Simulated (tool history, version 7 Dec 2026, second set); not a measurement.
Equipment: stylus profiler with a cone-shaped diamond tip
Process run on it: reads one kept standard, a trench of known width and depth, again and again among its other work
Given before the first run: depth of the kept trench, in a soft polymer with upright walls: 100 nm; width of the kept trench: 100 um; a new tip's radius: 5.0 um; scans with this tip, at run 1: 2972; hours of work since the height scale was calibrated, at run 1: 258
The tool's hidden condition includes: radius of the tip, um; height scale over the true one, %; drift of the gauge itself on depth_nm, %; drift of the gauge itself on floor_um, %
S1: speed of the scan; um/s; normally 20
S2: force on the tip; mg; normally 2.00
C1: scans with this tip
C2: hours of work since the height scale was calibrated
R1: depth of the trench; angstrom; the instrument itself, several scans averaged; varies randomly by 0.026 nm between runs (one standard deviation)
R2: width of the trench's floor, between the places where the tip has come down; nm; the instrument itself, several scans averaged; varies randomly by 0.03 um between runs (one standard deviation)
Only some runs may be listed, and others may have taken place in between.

{"run": 1, "hour": 0.0, "S1": 20, "S2": 2.0, "C1": 2972, "C2": 258, "R1": 1011.8, "R2": 97920}
{"run": 2, "hour": 23.1, "S1": 20, "S2": 1.23, "C1": 3122, "C2": 271, "R1": 1008.7, "R2": 97890}
{"run": 3, "hour": 42.5, "S1": 20, "S2": 1.23, "C1": 3248, "C2": 281, "R1": 1008.3, "R2": 97870}
{"run": 4, "hour": 56.7, "S1": 20, "S2": 2.0, "C1": 3340, "C2": 289, "R1": 1011.9, "R2": 97860}
{"run": 5, "hour": 80.2, "S1": 20, "S2": 2.0, "C1": 3493, "C2": 303, "R1": 1011.6, "R2": 97900}
{"run": 6, "hour": 96.0, "S1": 16, "S2": 2.0, "C1": 3596, "C2": 312, "R1": 1011.4, "R2": 97860}
{"run": 7, "hour": 111.4, "S1": 20, "S2": 2.0, "C1": 3696, "C2": 320, "R1": 1011.5, "R2": 97900}
{"run": 8, "hour": 132.2, "S1": 20, "S2": 2.0, "C1": 3831, "C2": 332, "R1": 1011.3, "R2": 97840}
{"run": 9, "hour": 152.5, "S1": 20, "S2": 2.0, "C1": 3963, "C2": 343, "R1": 1011.7, "R2": 97940}
{"run": 10, "hour": 173.3, "S1": 6, "S2": 2.0, "C1": 4098, "C2": 355, "R1": 1012.0, "R2": 97920}
{"run": 11, "hour": 186.6, "S1": 6, "S2": 2.0, "C1": 4185, "C2": 363, "R1": 1011.8, "R2": 97960}
{"run": 12, "hour": 202.8, "S1": 6, "S2": 2.0, "C1": 4290, "C2": 372, "R1": 1011.8, "R2": 98000}
{"run": 13, "hour": 218.1, "S1": 6, "S2": 2.0, "C1": 4389, "C2": 380, "R1": 1011.1, "R2": 97960}
{"run": 14, "hour": 235.8, "S1": 20, "S2": 0.7, "C1": 4504, "C2": 390, "R1": 1006.0, "R2": 97820}
{"run": 15, "hour": 254.0, "S1": 20, "S2": 0.7, "C1": 4623, "C2": 401, "R1": 1006.1, "R2": 97820}
{"run": 16, "hour": 269.1, "S1": 20, "S2": 0.7, "C1": 4721, "C2": 409, "R1": 1005.6, "R2": 97760}
{"run": 17, "hour": 291.0, "S1": 20, "S2": 0.7, "C1": 4863, "C2": 421, "R1": 1006.2, "R2": 97840}
{"run": 18, "hour": 303.3, "S1": 20, "S2": 1.86, "C1": 4943, "C2": 428, "R1": 1011.8, "R2": 97880}
{"run": 19, "hour": 318.0, "S1": 20, "S2": 1.86, "C1": 5039, "C2": 437, "R1": 1011.1, "R2": 97860}

Run 20 is up next; what results do you expect?
{"run": 20, "hour": 338.2, "S1": 20, "S2": 1.86, "C1": 5170, "C2": 448, "R1": "?", "R2": "?"}

Run 20 came out at R1 1010.9 angstrom, R2 97880 nm.
Take away the tool's hidden state, keep the run-to-run variation as it was, and the same run would have given R1 1010.9 angstrom, R2 97880 nm.

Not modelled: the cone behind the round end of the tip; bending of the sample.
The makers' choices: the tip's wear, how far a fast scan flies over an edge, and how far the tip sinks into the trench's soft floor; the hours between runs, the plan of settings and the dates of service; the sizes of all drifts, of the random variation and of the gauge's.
